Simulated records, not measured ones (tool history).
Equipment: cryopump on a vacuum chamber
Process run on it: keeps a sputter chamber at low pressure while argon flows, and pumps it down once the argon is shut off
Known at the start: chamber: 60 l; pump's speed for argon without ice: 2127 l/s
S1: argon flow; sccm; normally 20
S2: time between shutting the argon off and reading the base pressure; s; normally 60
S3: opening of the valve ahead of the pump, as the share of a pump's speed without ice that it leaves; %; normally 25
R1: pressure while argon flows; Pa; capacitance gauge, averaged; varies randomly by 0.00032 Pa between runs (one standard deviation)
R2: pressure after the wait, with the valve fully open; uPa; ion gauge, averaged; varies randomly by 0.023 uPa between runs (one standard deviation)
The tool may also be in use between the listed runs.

Run 1, hour 0: usual settings. Result: R1 0.064 Pa, R2 1.83 uPa.
Run 2, hour 24.1: usual settings but S1 14 sccm. Result: R1 0.0443 Pa, R2 1.83 uPa.
Run 3, hour 66.3: usual settings but S1 33 sccm. Result: R1 0.1057 Pa, R2 1.86 uPa.
At hour 83.7: leaking fittings of the chamber tightened, without venting.
Run 4, hour 107.8: usual settings but S1 33 sccm. Result: R1 0.1054 Pa, R2 0.81 uPa.
Run 5, hour 150.4: usual settings but S1 33 sccm. Result: R1 0.1063 Pa, R2 0.83 uPa.
Run 6, hour 180: usual settings but S1 33 sccm. Result: R1 0.1059 Pa, R2 0.87 uPa.
Run 7, hour 222: usual settings but S1 33 sccm, S2 158 s. Result: R1 0.1063 Pa, R2 0.46 uPa.
Run 8, hour 266.1: usual settings but S1 33 sccm, S2 158 s. Result: R1 0.1058 Pa, R2 0.5 uPa.
Run 9, hour 287.9: usual settings but S1 33 sccm, S2 158 s. Result: R1 0.1063 Pa, R2 0.5 uPa.
Run 10, hour 329.7: usual settings but S1 33 sccm, S2 158 s. Result: R1 0.1067 Pa, R2 0.56 uPa.
Run 11, hour 351.1: usual settings. Result: R1 0.065 Pa, R2 0.96 uPa.
Run 12, hour 381.9: usual settings but S1 38 sccm. Result: R1 0.1228 Pa, R2 0.93 uPa.
Run 13, hour 413.1: usual settings but S1 15 sccm, S2 21 s, S3 19 %. Result: R1 0.0636 Pa, R2 2.09 uPa.
Run 14, hour 455: usual settings but S1 28 sccm, S2 105 s, S3 19 %. Result: R1 0.1192 Pa, R2 0.74 uPa.

Forecast run 15:
Run 15, hour 482.6: usual settings but S1 28 sccm, S2 105 s, S3 19 %. Result: R1 ?, R2 ?.

Logged for run 15: R1 0.1202 Pa, R2 0.76 uPa.
With no hidden state in the tool, this same run would have given R1 0.118 Pa, R2 0.51 uPa.
